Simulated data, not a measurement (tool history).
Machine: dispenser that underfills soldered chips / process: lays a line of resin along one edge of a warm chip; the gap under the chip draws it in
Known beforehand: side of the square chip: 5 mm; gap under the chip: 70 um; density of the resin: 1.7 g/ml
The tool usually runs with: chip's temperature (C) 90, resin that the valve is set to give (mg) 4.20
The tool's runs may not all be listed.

| run | day | chip's temperature (C) | resin that the valve is set to give (mg) | time until the resin shows at the far edge (s) | resin that the valve gave (mg) |
|---|---|---|---|---|---|
| 1 | 0.000 | 90 | 4.20 | 26.5 | 4.14 |
|  | 0.275 | new syringe of resin |
| 2 | 0.308 | 90 | 4.20 | 24.6 | 4.14 |
| 3 | 0.475 | 90 | 4.20 | 30.0 | 4.13 |
|  | 0.638 | new syringe of resin |
| 4 | 0.833 | 90 | 4.20 | 29.0 | 4.22 |
|  | 1.000 | new syringe of resin |
| 5 | 1.100 | 90 | 4.20 | 27.7 | 4.10 |
|  | 1.375 | new syringe of resin |
| 6 | 1.392 | 90 | 4.20 | 25.0 | 4.13 |
| 7 | 1.600 | 90 | 4.75 | 29.5 | 4.61 |
|  | 1.746 | new syringe of resin |
| 8 | 1.908 | 90 | 4.75 | 28.2 | 4.61 |
|  | 2.100 | new syringe of resin |
| 9 | 2.267 | 90 | 4.75 | 28.4 | 4.57 |
|  | 2.471 | new syringe of resin |
| 10 | 2.512 | 90 | 4.75 | 25.6 | 4.52 |
| 11 | 2.783 | 90 | 4.75 | 33.0 | 4.48 |
|  | 2.842 | new syringe of resin |
| 12 | 3.117 | 90 | 5.42 | 30.5 | 5.10 |
|  | 3.208 | new syringe of resin |
| 13 | 3.321 | 90 | 4.32 | 27.4 | 4.07 |
|  | 3.592 | new syringe of resin |
| 14 | 3.662 | 90 | 3.90 | 27.8 | 3.75 |
|  | 3.954 | new syringe of resin |
| 15 | 3.996 | 90 | 3.90 | 26.6 | 3.69 |
| 16 | 4.225 | 86 | 4.20 | 37.1 | 3.91 |
|  | 4.321 | new syringe of resin |
| 17 | 4.471 | 84 | 4.20 | 35.4 | 3.92 |
|  | 4.688 | new syringe of resin |
| 18 | 4.704 | 90 | 4.20 | 26.2 | 3.89 |
| 19 | 5.029 | 90 | 4.20 | 34.2 | 3.82 |
|  | 5.071 | new syringe of resin |
| 20 | 5.283 | 90 | 4.20 | 30.7 | 3.89 |
|  | 5.450 | new syringe of resin |
| 21 | 5.450 | 78 | 4.12 | 38.8 | 3.84 |
|  | 5.662 | dispensing valve cleaned and set on the balance |
| 22 | 5.833 | 78 | 4.12 | 51.6 | 4.07 |
|  | 5.862 | new syringe of resin |
| 23 | 5.996 | 103 | 4.20 | 19.0 | 4.12 |
| 24 | 6.188 | 82 | 4.71 | 41.3 | 4.69 |
|  | 6.242 | new syringe of resin |
| 25 | 6.429 | 83 | 3.98 | 37.4 | 4.02 |
|  | 6.617 | new syringe of resin |
| 26 | 6.721 | 83 | 3.98 | 35.4 | 3.91 |
|  | 6.983 | new syringe of resin |
| 27 | 7.079 | 94 | 4.22 | 23.9 | 4.12 |
| 28 | 7.275 | 94 | 4.22 | 28.8 | 4.12 |
|  | 7.362 | new syringe of resin |
| 29 | 7.438 | 103 | 5.00 | 16.9 | 4.87 |
| 30 | 7.646 | 103 | 5.00 | 21.2 | 4.82 |
|  | 7.729 | new syringe of resin |
| 31 | 7.850 | 75 | 5.00 | 44.6 | 4.92 |
|  | 8.100 | new syringe of resin |
| 32 | 8.171 | 89 | 4.02 | 27.8 | 3.90 |
| 33 | 8.433 | 78 | 4.18 | 51.0 | 4.01 |
|  | 8.467 | new syringe of resin |
| 34 | 8.779 | 87 | 3.78 | 36.9 | 3.57 |
|  | 8.838 | new syringe of resin |
| 35 | 9.012 | 82 | 3.97 | 38.6 | 3.82 |

Predict each of these 3 candidate next runs independently; none follows another, all start after run 35:
|  | 9.196 | new syringe of resin |
| A | 9.254 | 97 | 4.20 | ? | ? |
|  | 9.196 | new syringe of resin |
| B | 9.254 | 79 | 4.33 | ? | ? |
|  | 9.196 | new syringe of resin |
| C | 9.254 | 82 | 5.35 | ? | ? |

| run | time until the resin shows at the far edge (s) | resin that the valve gave (mg) |
|---|---|---|
| A | 20.4 | 4.04 |
| B | 36.6 | 4.12 |
| C | 33.4 | 5.12 |
With the hidden condition removed and each run's random variation left untouched, the same runs would have given:
| run | time until the resin shows at the far edge (s) | resin that the valve gave (mg) |
|---|---|---|
| A | 19.2 | 4.24 |
| B | 34.7 | 4.32 |
| C | 31.8 | 5.37 |

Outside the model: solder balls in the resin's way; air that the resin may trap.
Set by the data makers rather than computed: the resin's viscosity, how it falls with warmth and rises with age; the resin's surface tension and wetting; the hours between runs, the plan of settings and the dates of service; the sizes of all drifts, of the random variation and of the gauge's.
